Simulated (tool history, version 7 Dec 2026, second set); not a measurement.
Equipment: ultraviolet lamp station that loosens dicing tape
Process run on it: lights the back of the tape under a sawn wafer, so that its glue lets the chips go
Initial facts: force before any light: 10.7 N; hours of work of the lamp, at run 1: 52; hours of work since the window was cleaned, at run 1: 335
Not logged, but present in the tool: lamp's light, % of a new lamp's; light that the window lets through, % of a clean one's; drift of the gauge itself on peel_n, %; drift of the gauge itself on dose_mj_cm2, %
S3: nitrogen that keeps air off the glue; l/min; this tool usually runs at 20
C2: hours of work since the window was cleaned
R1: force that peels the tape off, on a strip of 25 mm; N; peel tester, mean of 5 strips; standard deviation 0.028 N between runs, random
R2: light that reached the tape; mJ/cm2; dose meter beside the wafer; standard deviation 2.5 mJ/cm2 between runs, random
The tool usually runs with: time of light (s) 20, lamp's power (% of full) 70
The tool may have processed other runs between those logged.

run 1 hour=0 | time_of_light_(s)=20 lamp's_power_(%_of_full)=70 S3=20 | hours_of_work_of_the_lamp=52 C2=335 | R1=1.662 R2=259
run 2 hour=6.5 | time_of_light_(s)=20 lamp's_power_(%_of_full)=90 S3=20 | hours_of_work_of_the_lamp=55 C2=338 | R1=1.004 R2=329
run 3 hour=10.7 | time_of_light_(s)=20 lamp's_power_(%_of_full)=70 S3=16 | hours_of_work_of_the_lamp=57 C2=340 | R1=1.819 R2=257
run 4 hour=17.6 | time_of_light_(s)=40 lamp's_power_(%_of_full)=70 S3=16 | hours_of_work_of_the_lamp=60 C2=343 | R1=0.478 R2=514
run 5 hour=24.3 | time_of_light_(s)=10 lamp's_power_(%_of_full)=70 S3=16 | hours_of_work_of_the_lamp=63 C2=346 | R1=4.387 R2=130
run 6 hour=29 | time_of_light_(s)=10 lamp's_power_(%_of_full)=70 S3=16 | hours_of_work_of_the_lamp=65 C2=349 | R1=4.332 R2=129
run 7 hour=36.6 | time_of_light_(s)=13 lamp's_power_(%_of_full)=70 S3=20 | hours_of_work_of_the_lamp=69 C2=352 | R1=3.136 R2=168
run 8 hour=43.8 | time_of_light_(s)=13 lamp's_power_(%_of_full)=70 S3=20 | hours_of_work_of_the_lamp=72 C2=355 | R1=3.094 R2=170
run 9 hour=48.5 | time_of_light_(s)=20 lamp's_power_(%_of_full)=64 S3=20 | hours_of_work_of_the_lamp=74 C2=358 | R1=1.902 R2=234
run 10 hour=58.6 | time_of_light_(s)=20 lamp's_power_(%_of_full)=64 S3=20 | hours_of_work_of_the_lamp=79 C2=362 | R1=2.012 R2=239
run 11 hour=66.2 | time_of_light_(s)=20 lamp's_power_(%_of_full)=64 S3=20 | hours_of_work_of_the_lamp=82 C2=366 | R1=1.988 R2=234
run 12 hour=71.4 | time_of_light_(s)=20 lamp's_power_(%_of_full)=64 S3=20 | hours_of_work_of_the_lamp=85 C2=368 | R1=1.977 R2=235
run 13 hour=79.9 | time_of_light_(s)=20 lamp's_power_(%_of_full)=64 S3=20 | hours_of_work_of_the_lamp=89 C2=372 | R1=1.956 R2=232
run 14 hour=84.6 | time_of_light_(s)=20 lamp's_power_(%_of_full)=64 S3=20 | hours_of_work_of_the_lamp=91 C2=374 | R1=1.922 R2=232
-- hour=85.8 window cleaned of glue's vapour
run 15 hour=94.8 | time_of_light_(s)=20 lamp's_power_(%_of_full)=64 S3=20 | hours_of_work_of_the_lamp=95 C2=4 | R1=2.077 R2=223
run 16 hour=102 | time_of_light_(s)=20 lamp's_power_(%_of_full)=70 S3=20 | hours_of_work_of_the_lamp=99 C2=7 | R1=1.869 R2=245
run 17 hour=106.7 | time_of_light_(s)=11 lamp's_power_(%_of_full)=70 S3=20 | hours_of_work_of_the_lamp=101 C2=10 | R1=3.945 R2=135
-- hour=111.7 window cleaned of glue's vapour, once more
run 18 hour=116.3 | time_of_light_(s)=10 lamp's_power_(%_of_full)=70 S3=20 | hours_of_work_of_the_lamp=105 C2=2 | R1=3.84 R2=140
run 19 hour=121.1 | time_of_light_(s)=10 lamp's_power_(%_of_full)=70 S3=11 | hours_of_work_of_the_lamp=107 C2=4 | R1=4.506 R2=134
run 20 hour=131.2 | time_of_light_(s)=11 lamp's_power_(%_of_full)=70 S3=8 | hours_of_work_of_the_lamp=112 C2=9 | R1=4.53 R2=149
run 21 hour=138.4 | time_of_light_(s)=31 lamp's_power_(%_of_full)=85 S3=20 | hours_of_work_of_the_lamp=115 C2=12 | R1=0.419 R2=521
run 22 hour=142.6 | time_of_light_(s)=31 lamp's_power_(%_of_full)=85 S3=20 | hours_of_work_of_the_lamp=117 C2=14 | R1=0.441 R2=519
run 23 hour=149.3 | time_of_light_(s)=25 lamp's_power_(%_of_full)=70 S3=7 | hours_of_work_of_the_lamp=120 C2=17 | R1=1.79 R2=339
run 24 hour=153.6 | time_of_light_(s)=25 lamp's_power_(%_of_full)=83 S3=7 | hours_of_work_of_the_lamp=122 C2=19 | R1=1.331 R2=409
run 25 hour=163.7 | time_of_light_(s)=24 lamp's_power_(%_of_full)=64 S3=12 | hours_of_work_of_the_lamp=127 C2=24 | R1=1.679 R2=300
run 26 hour=172.6 | time_of_light_(s)=28 lamp's_power_(%_of_full)=93 S3=18 | hours_of_work_of_the_lamp=131 C2=28 | R1=0.47 R2=512
run 27 hour=178.9 | time_of_light_(s)=40 lamp's_power_(%_of_full)=79 S3=8 | hours_of_work_of_the_lamp=134 C2=31 | R1=0.543 R2=608
run 28 hour=184.2 | time_of_light_(s)=11 lamp's_power_(%_of_full)=91 S3=8 | hours_of_work_of_the_lamp=136 C2=33 | R1=3.683 R2=199
run 29 hour=190.6 | time_of_light_(s)=20 lamp's_power_(%_of_full)=68 S3=22 | hours_of_work_of_the_lamp=139 C2=36 | R1=1.544 R2=264
run 30 hour=197.2 | time_of_light_(s)=20 lamp's_power_(%_of_full)=73 S3=20 | hours_of_work_of_the_lamp=142 C2=39 | R1=1.424 R2=283
run 31 hour=202 | time_of_light_(s)=22 lamp's_power_(%_of_full)=89 S3=7 | hours_of_work_of_the_lamp=144 C2=41 | R1=1.489 R2=381
run 32 hour=209.7 | time_of_light_(s)=22 lamp's_power_(%_of_full)=89 S3=7 | hours_of_work_of_the_lamp=148 C2=45 | R1=1.529 R2=373
run 33 hour=217.6 | time_of_light_(s)=22 lamp's_power_(%_of_full)=77 S3=7 | hours_of_work_of_the_lamp=151 C2=48 | R1=1.942 R2=325
run 34 hour=223.4 | time_of_light_(s)=29 lamp's_power_(%_of_full)=82 S3=8 | hours_of_work_of_the_lamp=154 C2=51 | R1=0.973 R2=456
run 35 hour=231.6 | time_of_light_(s)=33 lamp's_power_(%_of_full)=76 S3=37 | hours_of_work_of_the_lamp=158 C2=55 | R1=0.371 R2=482
run 36 hour=240.2 | time_of_light_(s)=33 lamp's_power_(%_of_full)=72 S3=20 | hours_of_work_of_the_lamp=162 C2=59 | R1=0.546 R2=455

What differs in the tool's unlogged condition from the final listed run ahead of each entry between runs to the first listed run following it?
From run 14 to run 15: window cleaned of glue's vapour (hour 85.8)
  lamp's light, % of a new lamp's: 97.1 -> 97; light that the window lets through, % of a clean one's: 91.1 -> 88
  measured less the result without the state, R1: +0.353 -> +0.475 N; R2: -30 -> -38 mJ/cm2
From run 17 to run 18: window cleaned of glue's vapour, once more (hour 111.7)
  lamp's light, % of a new lamp's: 96.8 -> 96.7; light that the window lets through, % of a clean one's: 87.8 -> 99.9
  measured less the result without the state, R1: +0.62 -> +0.132 N; R2: -24 -> -5 mJ/cm2
